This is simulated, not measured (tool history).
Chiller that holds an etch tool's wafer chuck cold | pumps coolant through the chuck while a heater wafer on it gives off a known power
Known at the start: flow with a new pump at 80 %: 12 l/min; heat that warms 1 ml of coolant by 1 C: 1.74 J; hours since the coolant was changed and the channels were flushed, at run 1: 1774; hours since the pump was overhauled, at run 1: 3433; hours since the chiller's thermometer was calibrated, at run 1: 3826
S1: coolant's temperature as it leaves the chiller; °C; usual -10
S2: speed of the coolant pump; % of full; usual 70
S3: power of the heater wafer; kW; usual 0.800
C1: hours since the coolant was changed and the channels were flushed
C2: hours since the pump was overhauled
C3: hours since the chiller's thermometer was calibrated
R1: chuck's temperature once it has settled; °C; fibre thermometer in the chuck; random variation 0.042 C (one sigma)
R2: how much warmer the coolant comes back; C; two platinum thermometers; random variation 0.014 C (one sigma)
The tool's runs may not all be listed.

run,day,S1,S2,S3,C1,C2,C3,R1,R2
1,0.000,-10,70,0.800,1774,3433,3826,-2.45,2.82
2,3.729,-10,70,0.800,1863,3523,3915,-2.39,2.81
3,5.696,-12,70,0.800,1910,3570,3962,-4.35,2.83
4,9.758,-12,70,0.800,2008,3667,4060,-4.35,2.82
5,13.342,-12,70,0.800,2094,3753,4146,-4.32,2.85
6,15.404,-12,70,0.800,2143,3803,4196,-4.33,2.82
7,17.379,-10,70,0.800,2191,3850,4243,-2.34,2.85
8,21.338,-10,70,0.807,2286,3945,4338,-2.26,2.90
9,24.604,-10,70,0.807,2364,4024,4416,-2.20,2.88
10,26.808,-7,70,0.800,2417,4077,4469,0.76,2.86
11,30.604,-10,70,0.720,2508,4168,4560,-3.12,2.57
12,32.458,-10,70,0.720,2553,4212,4605,-3.07,2.56
# day 36.012: chiller's thermometer calibrated
13,36.383,-8,70,0.720,2646,4305,9,-1.24,2.58
14,38.721,-8,70,0.720,2702,4362,65,-1.20,2.58
15,40.496,-10,79,0.800,2745,4404,108,-3.08,2.55
16,42.896,-10,78,0.800,2802,4462,165,-3.00,2.57
# day 45.138: chiller's thermometer calibrated, once more
17,45.354,-12,80,0.800,2860,4520,5,-4.47,2.53
18,47.258,-18,97,0.800,2906,4565,51,-11.50,2.03
19,51.338,-14,68,0.747,3004,4663,149,-6.00,2.81
20,53.829,-5,68,0.747,3063,4723,209,2.96,2.80
21,56.712,-15,70,0.776,3133,4792,278,-6.91,2.82
22,58.542,-15,70,0.776,3177,4836,322,-6.81,2.82
23,61.104,-15,70,0.776,3238,4898,383,-6.84,2.83
# day 62.988: coolant changed, channels flushed
24,64.675,-17,98,0.674,41,4977,463,-11.98,1.73
25,66.371,-17,98,0.674,81,5018,504,-12.04,1.71
26,68.242,-8,70,0.688,126,5063,548,-1.27,2.54
# day 69.058: coolant pump overhauled
27,71.200,-8,70,0.688,192,51,615,-1.76,2.26

Forecast run 28:
28,74.179,-10,79,0.872,264,123,686,?,?

R1: -2.82 °C
R2: 2.54 C
Without the tool's hidden state the same run would have given R1 -2.72 °C, R2 2.53 C.
